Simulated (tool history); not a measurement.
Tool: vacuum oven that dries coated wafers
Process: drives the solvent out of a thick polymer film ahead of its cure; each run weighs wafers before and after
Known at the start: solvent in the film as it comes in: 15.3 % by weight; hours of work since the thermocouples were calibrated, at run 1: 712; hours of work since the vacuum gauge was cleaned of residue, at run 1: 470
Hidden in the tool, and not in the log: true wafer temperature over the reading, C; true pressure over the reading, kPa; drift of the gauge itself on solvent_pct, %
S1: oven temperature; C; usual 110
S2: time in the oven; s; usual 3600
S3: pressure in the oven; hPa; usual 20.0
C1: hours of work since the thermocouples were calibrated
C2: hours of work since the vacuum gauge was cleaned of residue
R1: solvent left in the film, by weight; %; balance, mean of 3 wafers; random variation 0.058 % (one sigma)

run,hour,S1,S2,S3,C1,C2,R1
1,0.0,110,3600,20.0,712,470,2.86
2,10.8,110,3600,20.0,721,479,2.82
3,21.6,110,3600,20.0,729,487,2.88
4,32.6,110,2100,20.0,738,496,4.11
5,43.2,110,4740,20.0,747,504,2.68
6,59.0,110,4740,20.0,759,517,2.61
7,71.2,110,4740,20.0,769,527,2.50
8,95.0,110,4740,20.0,788,545,2.59
9,112.4,110,3600,20.0,801,559,2.86
10,134.8,110,3600,20.0,819,577,2.91
11,153.0,110,3600,20.0,834,591,2.85
12,166.7,110,3600,20.0,845,602,2.81
13,179.9,110,3600,20.0,855,613,2.88
14,197.9,110,3600,20.0,869,627,2.77
15,222.9,110,3600,20.0,889,647,2.80
16,245.9,110,3600,20.0,907,665,2.80
17,265.1,110,3600,20.0,922,680,2.87
18,288.0,110,3600,20.0,941,698,2.97
19,311.5,110,6180,20.0,959,717,2.49
20,326.6,110,6180,20.0,971,729,2.52
21,342.2,110,6180,20.0,984,741,2.47
22,357.5,110,1860,20.0,996,754,4.54
23,376.6,110,3600,20.0,1011,769,2.84
24,396.0,116,4440,16.8,1026,784,1.72
25,409.4,116,4440,16.8,1037,795,1.81
26,431.0,123,4440,18.6,1054,812,1.48
27,449.4,123,4440,22.2,1069,826,1.82
28,471.4,105,3600,42.8,1086,844,6.48
29,482.7,117,1800,26.1,1095,853,3.31
# hour 488.6: oven's thermocouples calibrated
30,503.2,110,3600,41.6,12,867,5.65
31,521.1,110,3600,41.6,26,882,5.58
32,542.5,110,3600,41.6,43,899,5.66
33,555.3,121,1980,37.6,53,909,3.65
34,577.5,121,1980,37.6,70,926,3.79
35,593.2,121,1980,37.6,83,939,3.75
36,612.8,110,2700,20.0,98,954,3.98
37,625.3,110,5040,27.4,108,964,3.82
38,638.4,107,2700,20.0,119,975,4.73
39,652.1,110,2880,20.0,130,985,3.82
40,669.8,121,2400,21.5,144,999,2.20
41,693.2,119,3600,22.5,162,1018,2.34
42,703.7,119,3600,22.5,171,1026,2.28
43,726.3,115,4920,24.6,188,1044,2.81
44,745.2,115,4920,24.6,203,1059,2.91

Forecast run 45:
45,765.9,121,4500,17.5,220,1076,?

{"run 45": {"R1": 1.82}}
Without the tool's hidden state the same run would have given R1 1.46 %.

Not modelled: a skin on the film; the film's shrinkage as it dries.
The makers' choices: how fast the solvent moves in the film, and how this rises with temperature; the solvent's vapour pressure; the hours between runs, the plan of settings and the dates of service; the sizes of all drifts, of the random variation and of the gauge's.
